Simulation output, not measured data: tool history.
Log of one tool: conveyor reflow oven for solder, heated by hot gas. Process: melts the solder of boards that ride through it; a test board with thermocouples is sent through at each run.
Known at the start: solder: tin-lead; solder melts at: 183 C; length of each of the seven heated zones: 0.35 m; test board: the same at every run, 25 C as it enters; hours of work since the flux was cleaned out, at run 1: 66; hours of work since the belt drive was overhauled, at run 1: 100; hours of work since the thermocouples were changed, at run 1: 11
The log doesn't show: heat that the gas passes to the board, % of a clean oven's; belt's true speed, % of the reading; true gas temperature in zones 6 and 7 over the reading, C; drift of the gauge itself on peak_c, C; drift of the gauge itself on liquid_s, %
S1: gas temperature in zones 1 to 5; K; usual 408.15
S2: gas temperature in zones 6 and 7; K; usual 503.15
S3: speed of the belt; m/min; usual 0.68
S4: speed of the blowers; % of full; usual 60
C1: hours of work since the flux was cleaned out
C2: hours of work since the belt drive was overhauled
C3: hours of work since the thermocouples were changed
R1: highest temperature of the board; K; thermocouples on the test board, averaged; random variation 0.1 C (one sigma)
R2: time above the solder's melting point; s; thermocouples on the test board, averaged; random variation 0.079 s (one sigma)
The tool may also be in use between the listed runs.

{"run": 1, "hour": 0.0, "S1": 408.15, "S2": 503.15, "S3": 0.68, "S4": 60, "C1": 66, "C2": 100, "C3": 11, "R1": 482.85, "R2": 39.33}
{"run": 2, "hour": 9.6, "S1": 408.15, "S2": 503.15, "S3": 0.68, "S4": 60, "C1": 70, "C2": 105, "C3": 15, "R1": 482.85, "R2": 39.16}
{"run": 3, "hour": 14.7, "S1": 408.15, "S2": 503.15, "S3": 0.68, "S4": 60, "C1": 73, "C2": 107, "C3": 18, "R1": 482.85, "R2": 39.26}
{"run": 4, "hour": 22.5, "S1": 408.15, "S2": 503.15, "S3": 0.68, "S4": 60, "C1": 77, "C2": 111, "C3": 22, "R1": 482.75, "R2": 39.33}
{"hour": 27.2, "done": "belt drive overhauled, speed set with a stopwatch"}
{"run": 5, "hour": 35.5, "S1": 408.15, "S2": 503.15, "S3": 0.68, "S4": 60, "C1": 81, "C2": 4, "C3": 26, "R1": 482.75, "R2": 39.21}
{"run": 6, "hour": 40.1, "S1": 408.15, "S2": 503.15, "S3": 0.68, "S4": 60, "C1": 84, "C2": 6, "C3": 29, "R1": 482.75, "R2": 39.22}
{"hour": 47.9, "done": "belt drive overhauled, speed set with a stopwatch, once more"}
{"run": 7, "hour": 48.4, "S1": 408.15, "S2": 503.15, "S3": 0.68, "S4": 60, "C1": 86, "C2": 0, "C3": 31, "R1": 482.75, "R2": 39.08}
{"run": 8, "hour": 56.1, "S1": 405.15, "S2": 503.15, "S3": 0.548, "S4": 60, "C1": 89, "C2": 4, "C3": 35, "R1": 489.15, "R2": 55.09}
{"run": 9, "hour": 60.5, "S1": 405.15, "S2": 503.15, "S3": 0.548, "S4": 60, "C1": 92, "C2": 6, "C3": 37, "R1": 488.95, "R2": 54.79}
{"run": 10, "hour": 68.3, "S1": 405.15, "S2": 503.15, "S3": 0.548, "S4": 60, "C1": 96, "C2": 10, "C3": 41, "R1": 489.05, "R2": 54.89}
{"run": 11, "hour": 78.2, "S1": 405.15, "S2": 503.15, "S3": 0.548, "S4": 60, "C1": 100, "C2": 15, "C3": 46, "R1": 489.15, "R2": 54.95}

3 ways to go on from here, each from the tool as it stands after run 11. What would each give?
{"run": "A", "hour": 86.3, "S1": 408.15, "S2": 492.15, "S3": 0.808, "S4": 85, "C1": 104, "C2": 19, "C3": 50, "R1": "?", "R2": "?"}
{"run": "B", "hour": 86.3, "S1": 405.15, "S2": 503.15, "S3": 0.548, "S4": 83, "C1": 104, "C2": 19, "C3": 50, "R1": "?", "R2": "?"}
{"run": "C", "hour": 86.3, "S1": 405.15, "S2": 503.15, "S3": 0.68, "S4": 60, "C1": 104, "C2": 19, "C3": 50, "R1": "?", "R2": "?"}

run=A R1=473.45 R2=25.94
run=B R1=493.25 R2=59.02
run=C R1=481.95 R2=37.93
Without the tool's hidden state the same runs would have given:
run=A R1=473.65 R2=26.19
run=B R1=493.35 R2=59.13
run=C R1=482.05 R2=38.1

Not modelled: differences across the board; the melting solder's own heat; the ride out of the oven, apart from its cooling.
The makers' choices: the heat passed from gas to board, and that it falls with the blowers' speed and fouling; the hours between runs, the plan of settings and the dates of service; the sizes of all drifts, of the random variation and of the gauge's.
